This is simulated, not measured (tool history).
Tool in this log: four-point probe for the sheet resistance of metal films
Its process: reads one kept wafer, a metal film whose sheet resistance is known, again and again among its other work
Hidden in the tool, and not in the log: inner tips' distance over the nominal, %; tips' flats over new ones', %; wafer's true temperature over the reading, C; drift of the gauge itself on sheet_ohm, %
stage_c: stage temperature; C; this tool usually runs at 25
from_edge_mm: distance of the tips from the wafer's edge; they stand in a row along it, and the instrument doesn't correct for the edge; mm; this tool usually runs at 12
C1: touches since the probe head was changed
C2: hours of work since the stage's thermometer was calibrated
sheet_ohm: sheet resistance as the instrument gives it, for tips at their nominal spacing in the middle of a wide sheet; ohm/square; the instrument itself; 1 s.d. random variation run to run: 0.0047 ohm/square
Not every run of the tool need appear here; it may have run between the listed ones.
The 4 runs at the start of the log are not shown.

{"run": 5, "day": 2.604, "stage_c": 25, "from_edge_mm": 12, "C1": 47979, "C2": 494, "sheet_ohm": 23.770664}
{"run": 6, "day": 3.317, "stage_c": 25, "from_edge_mm": 12, "C1": 49096, "C2": 507, "sheet_ohm": 23.780715}
{"run": 7, "day": 4.038, "stage_c": 25, "from_edge_mm": 12, "C1": 50219, "C2": 520, "sheet_ohm": 23.776988}
{"run": 8, "day": 4.771, "stage_c": 25, "from_edge_mm": 12, "C1": 51368, "C2": 534, "sheet_ohm": 23.781827}
{"run": 9, "day": 5.579, "stage_c": 25, "from_edge_mm": 12, "C1": 52633, "C2": 549, "sheet_ohm": 23.783045}
{"run": 10, "day": 6.45, "stage_c": 25, "from_edge_mm": 12, "C1": 53993, "C2": 565, "sheet_ohm": 23.798539}
{"run": 11, "day": 7.338, "stage_c": 28, "from_edge_mm": 12, "C1": 55382, "C2": 581, "sheet_ohm": 23.787009}
{"run": 12, "day": 8.038, "stage_c": 28, "from_edge_mm": 12, "C1": 56475, "C2": 594, "sheet_ohm": 23.796036}
{"run": 13, "day": 9.012, "stage_c": 28, "from_edge_mm": 12, "C1": 57996, "C2": 611, "sheet_ohm": 23.799064}
{"run": 14, "day": 9.717, "stage_c": 28, "from_edge_mm": 12, "C1": 59098, "C2": 624, "sheet_ohm": 23.793069}
{"run": 15, "day": 10.671, "stage_c": 20, "from_edge_mm": 12, "C1": 60589, "C2": 642, "sheet_ohm": 23.843491}
{"run": 16, "day": 11.167, "stage_c": 25, "from_edge_mm": 20, "C1": 61366, "C2": 651, "sheet_ohm": 23.766197}
{"run": 17, "day": 11.838, "stage_c": 25, "from_edge_mm": 12, "C1": 62411, "C2": 663, "sheet_ohm": 23.829874}
{"run": 18, "day": 12.792, "stage_c": 25, "from_edge_mm": 12, "C1": 63907, "C2": 681, "sheet_ohm": 23.840203}
{"run": 19, "day": 13.425, "stage_c": 25, "from_edge_mm": 12, "C1": 64896, "C2": 692, "sheet_ohm": 23.827798}
{"run": 20, "day": 13.946, "stage_c": 23, "from_edge_mm": 12, "C1": 65710, "C2": 702, "sheet_ohm": 23.847035}
{"run": 21, "day": 14.367, "stage_c": 25, "from_edge_mm": 12, "C1": 66366, "C2": 709, "sheet_ohm": 23.835826}
{"day": 14.792, "done": "new probe head fitted"}
{"run": 22, "day": 15.062, "stage_c": 25, "from_edge_mm": 12, "C1": 421, "C2": 721, "sheet_ohm": 23.694046}
{"run": 23, "day": 15.862, "stage_c": 22, "from_edge_mm": 26, "C1": 1673, "C2": 736, "sheet_ohm": 23.647428}
{"run": 24, "day": 16.275, "stage_c": 21, "from_edge_mm": 12, "C1": 2316, "C2": 744, "sheet_ohm": 23.718614}
{"run": 25, "day": 16.854, "stage_c": 26, "from_edge_mm": 5, "C1": 3222, "C2": 754, "sheet_ohm": 24.111825}
{"run": 26, "day": 17.725, "stage_c": 21, "from_edge_mm": 9, "C1": 4583, "C2": 770, "sheet_ohm": 23.798696}

For run 27, what comes out?
{"run": 27, "day": 18.233, "stage_c": 21, "from_edge_mm": 9, "C1": 5379, "C2": 779, "sheet_ohm": "?"}

sheet_ohm: 23.795697 ohm/square
Had the tool carried no hidden state, the very same run would have given sheet_ohm 23.686888 ohm/square.

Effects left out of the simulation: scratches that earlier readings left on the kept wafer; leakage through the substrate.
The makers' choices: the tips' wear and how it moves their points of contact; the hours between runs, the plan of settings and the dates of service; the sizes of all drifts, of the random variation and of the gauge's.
